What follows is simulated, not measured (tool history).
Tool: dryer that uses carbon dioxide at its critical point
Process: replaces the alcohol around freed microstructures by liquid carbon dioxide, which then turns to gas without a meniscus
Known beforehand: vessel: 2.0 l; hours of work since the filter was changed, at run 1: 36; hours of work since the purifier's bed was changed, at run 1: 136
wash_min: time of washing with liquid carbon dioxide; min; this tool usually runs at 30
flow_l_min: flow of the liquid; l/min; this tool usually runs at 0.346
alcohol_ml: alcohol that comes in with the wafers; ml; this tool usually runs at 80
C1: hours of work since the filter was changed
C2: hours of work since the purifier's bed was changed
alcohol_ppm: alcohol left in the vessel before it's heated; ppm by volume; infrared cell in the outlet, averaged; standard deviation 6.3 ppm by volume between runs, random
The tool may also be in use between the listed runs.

Run 1, hour 0: usual settings; C1 36; C2 136. Result: alcohol_ppm 353 ppm by volume.
Run 2, hour 17.6: usual settings but wash_min 42 min; C1 47; C2 147. Result: alcohol_ppm 87 ppm by volume.
Run 3, hour 32.7: usual settings but wash_min 42 min; C1 56; C2 156. Result: alcohol_ppm 99 ppm by volume.
Run 4, hour 46: usual settings; C1 64; C2 164. Result: alcohol_ppm 396 ppm by volume.
Run 5, hour 62.9: usual settings; C1 74; C2 174. Result: alcohol_ppm 417 ppm by volume.
Run 6, hour 78.7: usual settings; C1 84; C2 184. Result: alcohol_ppm 444 ppm by volume.
Run 7, hour 99.1: usual settings but alcohol_ml 104 ml; C1 96; C2 196. Result: alcohol_ppm 582 ppm by volume.
Run 8, hour 118.5: usual settings but alcohol_ml 104 ml; C1 108; C2 208. Result: alcohol_ppm 615 ppm by volume.
Run 9, hour 139.2: usual settings but alcohol_ml 104 ml; C1 120; C2 220. Result: alcohol_ppm 645 ppm by volume.
Run 10, hour 159.4: usual settings but alcohol_ml 41 ml; C1 132; C2 232. Result: alcohol_ppm 316 ppm by volume.
Run 11, hour 174.7: usual settings but flow_l_min 0.338 l/min; C1 141; C2 242. Result: alcohol_ppm 636 ppm by volume.
Run 12, hour 191.2: usual settings but flow_l_min 0.441 l/min; C1 151; C2 252. Result: alcohol_ppm 216 ppm by volume.
Run 13, hour 202.3: usual settings; C1 158; C2 258. Result: alcohol_ppm 612 ppm by volume.
At hour 211.3: inlet filter changed.
Run 14, hour 220.3: usual settings but flow_l_min 0.289 l/min; C1 5; C2 269. Result: alcohol_ppm 702 ppm by volume.
Run 15, hour 233.4: usual settings but flow_l_min 0.289 l/min; C1 13; C2 276. Result: alcohol_ppm 707 ppm by volume.
Run 16, hour 247.1: usual settings but alcohol_ml 120 ml; C1 22; C2 285. Result: alcohol_ppm 496 ppm by volume.
Run 17, hour 265.9: usual settings but alcohol_ml 120 ml; C1 33; C2 296. Result: alcohol_ppm 541 ppm by volume.
Run 18, hour 285.3: usual settings but alcohol_ml 120 ml; C1 45; C2 308. Result: alcohol_ppm 581 ppm by volume.
Run 19, hour 304.3: usual settings but wash_min 26 min; C1 56; C2 319. Result: alcohol_ppm 726 ppm by volume.
Run 20, hour 325.1: usual settings; C1 69; C2 332. Result: alcohol_ppm 477 ppm by volume.
Run 21, hour 345.8: usual settings; C1 81; C2 344. Result: alcohol_ppm 471 ppm by volume.
Run 22, hour 361.9: usual settings; C1 91; C2 354. Result: alcohol_ppm 501 ppm by volume.
Run 23, hour 372.4: usual settings; C1 97; C2 360. Result: alcohol_ppm 526 ppm by volume.
Run 24, hour 385: usual settings; C1 105; C2 368. Result: alcohol_ppm 536 ppm by volume.
Run 25, hour 395: usual settings but alcohol_ml 81 ml; C1 111; C2 374. Result: alcohol_ppm 568 ppm by volume.
Run 26, hour 414.7: usual settings but alcohol_ml 81 ml; C1 123; C2 386. Result: alcohol_ppm 597 ppm by volume.
Run 27, hour 431: usual settings but alcohol_ml 81 ml; C1 132; C2 396. Result: alcohol_ppm 627 ppm by volume.
Run 28, hour 450.2: usual settings but flow_l_min 0.482 l/min, alcohol_ml 111 ml; C1 144; C2 407. Result: alcohol_ppm 230 ppm by volume.
Run 29, hour 465.8: usual settings but flow_l_min 0.482 l/min, alcohol_ml 111 ml; C1 153; C2 416. Result: alcohol_ppm 255 ppm by volume.
At hour 482.3: inlet filter changed.
Run 30, hour 484.1: usual settings but wash_min 21 min, flow_l_min 0.353 l/min, alcohol_ml 111 ml; C1 1; C2 427. Result: alcohol_ppm 1591 ppm by volume.
Run 31, hour 497: usual settings but wash_min 21 min, flow_l_min 0.353 l/min, alcohol_ml 111 ml; C1 9; C2 435. Result: alcohol_ppm 1611 ppm by volume.
Run 32, hour 511.3: usual settings but wash_min 26 min, flow_l_min 0.384 l/min, alcohol_ml 21 ml; C1 17; C2 443. Result: alcohol_ppm 207 ppm by volume.
Run 33, hour 532.2: usual settings but wash_min 22 min, flow_l_min 0.541 l/min, alcohol_ml 43 ml; C1 30; C2 456. Result: alcohol_ppm 192 ppm by volume.
Run 34, hour 547.1: usual settings but wash_min 19 min, flow_l_min 0.445 l/min, alcohol_ml 43 ml; C1 39; C2 465. Result: alcohol_ppm 519 ppm by volume.
Run 35, hour 563: usual settings but wash_min 19 min, flow_l_min 0.482 l/min, alcohol_ml 39 ml; C1 49; C2 474. Result: alcohol_ppm 396 ppm by volume.
Run 36, hour 581.6: usual settings but wash_min 21 min, flow_l_min 0.482 l/min, alcohol_ml 51 ml; C1 60; C2 486. Result: alcohol_ppm 363 ppm by volume.
Run 37, hour 606: usual settings but wash_min 36 min, flow_l_min 0.219 l/min, alcohol_ml 57 ml; C1 75; C2 500. Result: alcohol_ppm 1028 ppm by volume.
Run 38, hour 623.5: usual settings but wash_min 36 min, flow_l_min 0.219 l/min, alcohol_ml 57 ml; C1 85; C2 511. Result: alcohol_ppm 1007 ppm by volume.
Run 39, hour 641.7: usual settings but wash_min 26 min, flow_l_min 0.29 l/min; C1 96; C2 522. Result: alcohol_ppm 1566 ppm by volume.
Run 40, hour 664: usual settings but flow_l_min 0.233 l/min, alcohol_ml 73 ml; C1 109; C2 535. Result: alcohol_ppm 1985 ppm by volume.
Run 41, hour 676.5: usual settings but flow_l_min 0.233 l/min, alcohol_ml 73 ml; C1 117; C2 543. Result: alcohol_ppm 1969 ppm by volume.
Run 42, hour 700.1: usual settings but wash_min 33 min, flow_l_min 0.471 l/min, alcohol_ml 38 ml; C1 131; C2 557. Result: alcohol_ppm 171 ppm by volume.
Run 43, hour 722.3: usual settings but wash_min 33 min, flow_l_min 0.471 l/min, alcohol_ml 38 ml; C1 145; C2 570. Result: alcohol_ppm 191 ppm by volume.
At hour 727.5: purifier's bed changed.
Run 44, hour 748.5: usual settings but wash_min 33 min, flow_l_min 0.471 l/min, alcohol_ml 38 ml; C1 159; C2 13. Result: alcohol_ppm 33 ppm by volume.
At hour 757.2: inlet filter changed.
Run 45, hour 764.2: usual settings but wash_min 33 min, flow_l_min 0.471 l/min, alcohol_ml 41 ml; C1 4; C2 22. Result: alcohol_ppm 31 ppm by volume.
Run 46, hour 775.5: usual settings but wash_min 27 min, flow_l_min 0.471 l/min, alcohol_ml 41 ml; C1 11; C2 28. Result: alcohol_ppm 58 ppm by volume.
Run 47, hour 790.2: usual settings but wash_min 24 min, alcohol_ml 21 ml; C1 20; C2 37. Result: alcohol_ppm 213 ppm by volume.
Run 48, hour 810.4: usual settings but wash_min 39 min, flow_l_min 0.318 l/min, alcohol_ml 21 ml; C1 32; C2 49. Result: alcohol_ppm 51 ppm by volume.

Forecast each of these 3 alternatives for the next run:
Run A, hour 831.9: usual settings but wash_min 23 min, flow_l_min 0.323 l/min, alcohol_ml 21 ml; C1 45; C2 62. Result: alcohol_ppm ?.
Run B, hour 831.9: usual settings but wash_min 42 min, flow_l_min 0.318 l/min, alcohol_ml 64 ml; C1 45; C2 62. Result: alcohol_ppm ?.
Run C, hour 831.9: usual settings but wash_min 43 min, flow_l_min 0.275 l/min, alcohol_ml 45 ml; C1 45; C2 62. Result: alcohol_ppm ?.

run  alcohol_ppm
  A          360
  B           91
  C          127
What these runs would have given with no unlogged condition in the tool:
run  alcohol_ppm
  A          287
  B           55
  C           83
